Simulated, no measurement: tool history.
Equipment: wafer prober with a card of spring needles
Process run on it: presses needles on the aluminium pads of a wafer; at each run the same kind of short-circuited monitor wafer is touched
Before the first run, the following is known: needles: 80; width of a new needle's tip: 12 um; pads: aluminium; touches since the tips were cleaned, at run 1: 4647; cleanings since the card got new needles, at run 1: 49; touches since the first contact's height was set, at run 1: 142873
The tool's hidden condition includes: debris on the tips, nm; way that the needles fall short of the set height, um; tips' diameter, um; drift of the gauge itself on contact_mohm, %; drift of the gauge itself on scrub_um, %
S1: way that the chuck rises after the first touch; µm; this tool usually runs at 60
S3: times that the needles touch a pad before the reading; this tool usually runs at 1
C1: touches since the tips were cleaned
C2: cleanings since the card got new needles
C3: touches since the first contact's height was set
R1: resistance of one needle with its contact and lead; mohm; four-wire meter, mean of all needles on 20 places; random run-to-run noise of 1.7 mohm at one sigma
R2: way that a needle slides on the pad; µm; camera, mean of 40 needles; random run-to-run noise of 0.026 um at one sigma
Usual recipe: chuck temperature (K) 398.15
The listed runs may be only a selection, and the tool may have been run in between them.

Run 1, day 0.000: usual settings; C1 4647; C2 49; C3 142873. Result: R1 205 mohm, R2 12.27 µm.
At day 0.125: tips cleaned on abrasive film.
At day 0.617: tips cleaned on abrasive film.
At day 1.229: tips cleaned on abrasive film.
Run 2, day 1.642: usual settings; C1 4494; C2 52; C3 160659. Result: R1 209 mohm, R2 12.18 µm.
At day 1.767: tips cleaned on abrasive film.
At day 2.354: tips cleaned on abrasive film.
At day 2.367: height of the first contact set anew.
At day 2.942: tips cleaned on abrasive film.
At day 3.542: tips cleaned on abrasive film.
Run 3, day 3.692: usual settings; C1 1648; C2 56; C3 14395. Result: R1 195 mohm, R2 12.49 µm.
At day 4.062: tips cleaned on abrasive film.
At day 4.671: tips cleaned on abrasive film.
Run 4, day 4.679: usual settings; C1 94; C2 58; C3 25083. Result: R1 178 mohm, R2 12.52 µm.
At day 5.283: tips cleaned on abrasive film.
At day 5.775: tips cleaned on abrasive film.
Run 5, day 6.129: usual settings but S1 68 µm; C1 3903; C2 60; C3 40843. Result: R1 198 mohm, R2 14.12 µm.
At day 6.379: tips cleaned on abrasive film.
At day 6.983: tips cleaned on abrasive film.
Run 6, day 7.154: usual settings but S1 68 µm; C1 1892; C2 62; C3 51951. Result: R1 189 mohm, R2 14.07 µm.
At day 7.521: tips cleaned on abrasive film.
At day 8.125: tips cleaned on abrasive film.
At day 8.725: tips cleaned on abrasive film.
Run 7, day 8.871: usual settings but S1 68 µm; C1 1586; C2 65; C3 70548. Result: R1 191 mohm, R2 14.03 µm.
At day 9.238: tips cleaned on abrasive film.
At day 9.825: tips cleaned on abrasive film.
Run 8, day 9.867: usual settings but S1 68 µm; C1 467; C2 67; C3 81351. Result: R1 179 mohm, R2 14.06 µm.
At day 10.358: tips cleaned on abrasive film.
At day 10.929: tips cleaned on abrasive film.
Run 9, day 10.929: usual settings; C1 0; C2 69; C3 92858. Result: R1 176 mohm, R2 12.34 µm.
At day 11.500: tips cleaned on abrasive film.
At day 11.988: tips cleaned on abrasive film.
At day 12.588: tips cleaned on abrasive film.
At day 13.167: tips cleaned on abrasive film.
Run 10, day 13.200: usual settings; C1 347; C2 73; C3 117486. Result: R1 183 mohm, R2 12.29 µm.
At day 13.683: tips cleaned on abrasive film.
At day 14.279: tips cleaned on abrasive film.
At day 14.775: tips cleaned on abrasive film.
Run 11, day 14.775: usual settings; C1 0; C2 76; C3 134576. Result: R1 178 mohm, R2 12.21 µm.
At day 15.267: tips cleaned on abrasive film.
At day 15.862: tips cleaned on abrasive film.
At day 16.471: tips cleaned on abrasive film.
Run 12, day 16.529: usual settings; C1 607; C2 79; C3 153571. Result: R1 185 mohm, R2 12.18 µm.
At day 17.008: tips cleaned on abrasive film.
At day 17.592: tips cleaned on abrasive film.
Run 13, day 17.692: usual settings; C1 1073; C2 81; C3 166193. Result: R1 187 mohm, R2 12.19 µm.
At day 17.946: height of the first contact set anew.
At day 18.196: tips cleaned on abrasive film.
At day 18.783: tips cleaned on abrasive film.
At day 19.325: tips cleaned on abrasive film.
Run 14, day 19.325: usual settings but S3 2; C1 0; C2 84; C3 14893. Result: R1 178 mohm, R2 12.48 µm.
At day 19.912: tips cleaned on abrasive film.
Run 15, day 20.396: usual settings but S1 62 µm, chuck temperature (K) 299.15; C1 5275; C2 85; C3 26569. Result: R1 196 mohm, R2 12.92 µm.
At day 20.508: tips cleaned on abrasive film.
At day 21.100: tips cleaned on abrasive film.
At day 21.692: tips cleaned on abrasive film.
Run 16, day 21.946: usual settings but S1 62 µm, chuck temperature (K) 299.15; C1 2777; C2 88; C3 43365. Result: R1 186 mohm, R2 12.83 µm.
At day 22.192: tips cleaned on abrasive film.
At day 22.804: tips cleaned on abrasive film.
At day 23.379: tips cleaned on abrasive film.
Run 17, day 23.512: usual settings but S1 74 µm, chuck temperature (K) 303.15, S3 3; C1 1458; C2 91; C3 60339. Result: R1 162 mohm, R2 15.30 µm.
At day 23.883: tips cleaned on abrasive film.
At day 24.479: tips cleaned on abrasive film.
Run 18, day 24.517: usual settings but S1 74 µm, chuck temperature (K) 303.15, S3 3; C1 380; C2 93; C3 71198. Result: R1 159 mohm, R2 15.30 µm.
At day 24.975: tips cleaned on abrasive film.
At day 25.579: tips cleaned on abrasive film.
Run 19, day 25.912: usual settings but S1 52 µm, chuck temperature (K) 361.15; C1 3627; C2 95; C3 86381. Result: R1 212 mohm, R2 10.72 µm.
At day 26.158: tips cleaned on abrasive film.
At day 26.767: tips cleaned on abrasive film.
At day 27.258: tips cleaned on abrasive film.
At day 27.821: tips cleaned on abrasive film.
Run 20, day 27.962: usual settings but S1 58 µm, chuck temperature (K) 307.15, S3 2; C1 1554; C2 99; C3 108598. Result: R1 172 mohm, R2 11.91 µm.
At day 28.333: tips cleaned on abrasive film.
At day 28.908: tips cleaned on abrasive film.
At day 29.471: tips cleaned on abrasive film.
Run 21, day 29.625: usual settings but S1 44 µm, chuck temperature (K) 307.15; C1 1720; C2 102; C3 126633. Result: R1 204 mohm, R2 8.95 µm.
At day 29.992: tips cleaned on abrasive film.
At day 30.542: tips cleaned on abrasive film.
At day 31.150: tips cleaned on abrasive film.
At day 31.708: tips cleaned on abrasive film.
Run 22, day 31.746: usual settings but S1 44 µm, chuck temperature (K) 307.15; C1 414; C2 106; C3 149621. Result: R1 176 mohm, R2 8.87 µm.

What if the next run were any one of these 5? Each begins from the tool's condition after run 22:
At day 32.312: tips cleaned on abrasive film.
At day 32.896: tips cleaned on abrasive film.
Run A, day 33.325: usual settings but S1 44 µm, chuck temperature (K) 307.15, S3 3; C1 4694; C2 108; C3 166779. Result: R1 ?, R2 ?.
At day 32.312: tips cleaned on abrasive film.
At day 32.896: tips cleaned on abrasive film.
Run B, day 33.325: usual settings but S1 51 µm, S3 2; C1 4694; C2 108; C3 166779. Result: R1 ?, R2 ?.
At day 32.312: tips cleaned on abrasive film.
At day 32.896: tips cleaned on abrasive film.
Run C, day 33.325: usual settings but chuck temperature (K) 305.15, S3 2; C1 4694; C2 108; C3 166779. Result: R1 ?, R2 ?.
At day 32.312: tips cleaned on abrasive film.
At day 32.896: tips cleaned on abrasive film.
Run D, day 33.325: usual settings but S1 40 µm, chuck temperature (K) 307.15; C1 4694; C2 108; C3 166779. Result: R1 ?, R2 ?.
At day 32.312: tips cleaned on abrasive film.
At day 32.896: tips cleaned on abrasive film.
Run E, day 33.325: usual settings but S1 64 µm, chuck temperature (K) 307.15; C1 4694; C2 108; C3 166779. Result: R1 ?, R2 ?.

run   R1     R2
  A  191   8.87
  B  209  10.31
  C  185  12.16
  D  252   8.02
  E  194  13.06
Stripped of hidden state, with their random variation kept, the same runs would have yielded:
run   R1     R2
  A  162   9.20
  B  178  10.65
  C  158  12.49
  D  162   8.36
  E  155  13.39
